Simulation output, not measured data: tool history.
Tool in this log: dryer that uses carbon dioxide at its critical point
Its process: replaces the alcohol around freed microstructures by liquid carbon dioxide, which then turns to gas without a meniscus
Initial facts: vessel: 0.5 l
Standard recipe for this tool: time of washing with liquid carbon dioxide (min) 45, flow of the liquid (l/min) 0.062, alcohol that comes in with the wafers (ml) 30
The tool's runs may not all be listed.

run    hour  time of washing with liquid carbon dioxide (min)  flow of the liquid (l/min)  alcohol that comes in with the wafers (ml)  alcohol left in the vessel before it's heated (ppm by volume)
  1       0                                                45                       0.062                                          30                                                            339
  2      30                                                45                       0.062                                          30                                                            344
  3    69.1                                                45                       0.062                                          30                                                            357
  4   122.3                                                45                       0.062                                          30                                                            391
  5   163.1                                                39                       0.062                                          30                                                            763
  6   200.9                                                45                      0.0964                                          30                                                             55
  7   233.4                                                45                       0.062                                          30                                                            442
  8   283.2                                                45                       0.062                                          30                                                            447
  9   343.8                                                45                       0.062                                          30                                                            506
 10   376.1                                                45                       0.062                                          30                                                            499
 11   407.2                                                45                      0.1013                                          30                                                             75
 12   469.3                                                45                      0.1013                                          30                                                             78
      500.9  -- inlet filter changed
 13   524.9                                                45                      0.1013                                          30                                                             70
 14   554.4                                                45                      0.1013                                          30                                                             77
 15   580.9                                                65                       0.062                                          30                                                            108
 16   633.6                                                39                       0.062                                          30                                                            679
 17   660.8                                                39                       0.062                                          30                                                            689
 18   721.4                                                39                       0.062                                          30                                                            736
 19     778                                                39                       0.062                                          30                                                            772
 20   810.6                                                39                       0.062                                          30                                                            801
      825.9  -- purifier's bed changed
 21   860.1                                                39                       0.062                                          30                                                            726
 22   900.2                                                52                       0.075                                          26                                                             62
 23   953.3                                                52                       0.075                                          43                                                             95
 24   991.5                                                31                      0.0651                                          92                                                           4984
 25  1033.2                                                31                      0.0619                                          30                                                           2026
 26  1067.9                                                28                       0.062                                          49                                                           4543
 27    1119                                                41                       0.062                                          30                                                            759
 28  1163.1                                                48                      0.0493                                          62                                                           2326
     1187.4  -- inlet filter changed
 29  1204.3                                                40                       0.062                                          24                                                            405
 30  1247.7                                                47                      0.0744                                         108                                                            272
 31  1291.9                                                43                       0.052                                          55                                                           1601
 32  1321.7                                                31                      0.0763                                          87                                                           1739
 33  1365.5                                                31                      0.0763                                          87                                                           1873
 34  1393.5                                                45                       0.062                                          92                                                            975
 35  1432.8                                                53                       0.062                                          69                                                            356
 36  1479.5                                                53                       0.062                                          40                                                            258
 37  1506.7                                                35                      0.0475                                          57                                                           5657
 38  1532.4                                                45                       0.046                                          47                                                           2326

For some of the steps in alcohol left in the vessel before it's heated (ppm by volume) from one run to the next: how much would appear even if the tool had no hidden state, given the settings, what came in and random variation, and how much remains for the hidden state plus any gauge scatter that the measured result and the result without hidden state don't share?
The tool's hidden condition here consists of: flow that reaches the vessel past the clogged filter, %; alcohol in the recycled carbon dioxide, ppm; drift of the gauge itself on alcohol_ppm, %.
Run 23 -> 24: time of washing with liquid carbon dioxide (min) 52 -> 31, flow of the liquid (l/min) 0.075 -> 0.0651, alcohol that comes in with the wafers (ml) 43 -> 92. alcohol left in the vessel before it's heated (ppm by volume) +4889: hidden state +1539, all else +3350.
Run 26 -> 27: time of washing with liquid carbon dioxide (min) 28 -> 41, alcohol that comes in with the wafers (ml) 49 -> 30. alcohol left in the vessel before it's heated (ppm by volume) -3784: hidden state -1078, all else -2706.
Run 28 -> 29: time of washing with liquid carbon dioxide (min) 48 -> 40, flow of the liquid (l/min) 0.0493 -> 0.062, alcohol that comes in with the wafers (ml) 62 -> 24, inlet filter changed. alcohol left in the vessel before it's heated (ppm by volume) -1921: hidden state -999, all else -922.
Run 36 -> 37: time of washing with liquid carbon dioxide (min) 53 -> 35, flow of the liquid (l/min) 0.062 -> 0.0475, alcohol that comes in with the wafers (ml) 40 -> 57. alcohol left in the vessel before it's heated (ppm by volume) +5399: hidden state +915, all else +4484.
